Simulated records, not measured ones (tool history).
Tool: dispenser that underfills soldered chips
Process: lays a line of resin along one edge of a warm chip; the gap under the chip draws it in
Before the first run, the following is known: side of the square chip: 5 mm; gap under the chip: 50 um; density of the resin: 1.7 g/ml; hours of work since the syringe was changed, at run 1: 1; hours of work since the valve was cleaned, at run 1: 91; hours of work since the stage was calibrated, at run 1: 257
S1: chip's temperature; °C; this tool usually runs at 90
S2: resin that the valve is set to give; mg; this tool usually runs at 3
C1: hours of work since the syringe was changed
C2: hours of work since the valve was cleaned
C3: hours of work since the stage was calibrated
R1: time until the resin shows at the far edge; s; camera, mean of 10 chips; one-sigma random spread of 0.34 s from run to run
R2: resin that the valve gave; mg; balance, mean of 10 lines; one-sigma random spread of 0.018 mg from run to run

run  hour   S1    S2  C1   C2   C3    R1    R2
  1     0   90     3   1   91  257  19.6  2.78
       11  -- new syringe of resin
  2    11   79     3   0   99  265  28.6  2.75
  3  21.9   79     3   8  107  273  50.4  2.73
     23.6  -- new syringe of resin
  4  28.4   79     3   4  111  278  36.1  2.72
     35.8  -- new syringe of resin
  5  35.8   79     3   0  117  283  27.8  2.72
  6    42   90  3.54   5  121  287  23.8  3.19
     48.8  -- new syringe of resin
  7  52.4   90  3.54   3  129  295  21.5  3.17
  8  59.4   90  3.54   8  134  300    31  3.12
     61.5  -- new syringe of resin
  9    65  104  3.03   3  138  304  12.7  2.69
 10  72.3   84  3.22   8  143  309  40.9  2.85
     74.1  -- new syringe of resin
     80.7  -- dispensing valve cleaned and set on the balance
 11  81.9   83  3.45   5    1  316  33.8  3.44
     87.5  -- new syringe of resin
 12  89.2   83  3.45   1    6  321  24.9  3.44

Measured result minus the same run's result without the hidden state. Both carry the same run-to-run variation, though not necessarily the same gauge scatter:
Hidden conditions of the tool in this case: resin's viscosity, % of fresh resin's; dose that the valve gives, % of what is set; true chip temperature over the reading, C; drift of the gauge itself on fill_s, %; drift of the gauge itself on given_mg, %.
run     R1     R2
  1   +2.8  -0.22
  2   +1.8  -0.24
  3  +24.7  -0.25
  4  +10.3  -0.27
  5   +1.7  -0.28
  6   +7.5  -0.35
  7   +4.9  -0.37
  8  +14.6  -0.38
  9   +3.2  -0.34
 10  +20.1  -0.38
 11  +11.7     +0
 12   +3.3  -0.02

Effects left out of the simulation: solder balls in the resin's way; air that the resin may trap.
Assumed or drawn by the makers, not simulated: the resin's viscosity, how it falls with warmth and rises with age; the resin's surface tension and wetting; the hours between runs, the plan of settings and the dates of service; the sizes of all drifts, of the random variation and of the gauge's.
